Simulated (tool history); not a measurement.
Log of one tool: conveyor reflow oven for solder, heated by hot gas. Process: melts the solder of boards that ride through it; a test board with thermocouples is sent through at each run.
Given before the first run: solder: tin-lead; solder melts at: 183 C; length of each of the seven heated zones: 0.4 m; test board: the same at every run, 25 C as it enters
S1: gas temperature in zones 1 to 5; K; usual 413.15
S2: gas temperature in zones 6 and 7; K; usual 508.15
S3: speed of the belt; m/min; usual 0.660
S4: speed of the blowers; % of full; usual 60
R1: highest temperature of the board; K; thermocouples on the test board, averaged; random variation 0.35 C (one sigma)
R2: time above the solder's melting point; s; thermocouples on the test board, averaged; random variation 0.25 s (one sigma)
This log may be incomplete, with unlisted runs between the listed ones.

run	hour	S1	S2	S3	S4	R1	R2
1	0.0	413.15	508.15	0.660	60	491.15	56.4
# hour 16.7: flux residue cleaned out of gas plates and filters
2	16.8	413.15	508.15	0.660	60	492.75	57.4
3	24.6	413.15	508.15	0.660	60	492.55	56.9
4	38.8	413.15	508.15	0.660	60	491.65	57.6
5	47.5	413.15	519.15	0.660	60	501.05	63.1
6	65.4	413.15	508.15	0.660	68	493.75	58.3
7	80.2	413.15	508.15	0.660	68	493.45	58.5
8	92.2	413.15	508.15	0.660	60	491.95	56.8
9	109.1	413.15	508.15	0.660	60	491.75	56.6
10	125.8	413.15	508.15	0.660	60	491.25	56.6
11	143.0	403.15	515.15	0.673	76	498.45	57.3
12	150.7	417.15	515.15	0.625	53	498.55	66.5
13	160.4	417.15	515.15	0.625	53	498.55	66.3
14	177.2	405.15	508.15	0.579	60	493.45	64.3
15	187.6	424.15	522.15	0.579	65	509.85	80.7
16	201.2	424.15	522.15	0.579	65	510.15	81.2
17	215.5	424.15	522.15	0.579	65	509.15	80.6
18	225.7	404.15	508.15	0.536	60	496.15	71.2
# hour 240.5: flux residue cleaned out of gas plates and filters
19	246.6	415.15	497.15	0.660	65	483.15	51.7

Predict each of these 5 candidate next runs independently; none follows another, all start after run 19:
A	254.8	409.15	509.15	0.532	60	?	?
B	254.8	405.15	499.15	0.662	65	?	?
C	254.8	425.15	497.15	0.654	87	?	?
D	254.8	413.15	505.15	0.660	60	?	?
E	254.8	417.15	497.15	0.612	70	?	?

run	R1	R2
A	498.25	75.9
B	483.85	48.2
C	488.45	61.0
D	489.65	55.3
E	486.85	60.1
The same runs, with their run-to-run variation unchanged, on a tool lacking any hidden condition would have given:
run	R1	R2
A	499.15	75.6
B	484.75	48.3
C	489.45	60.8
D	490.45	55.3
E	487.75	60.0
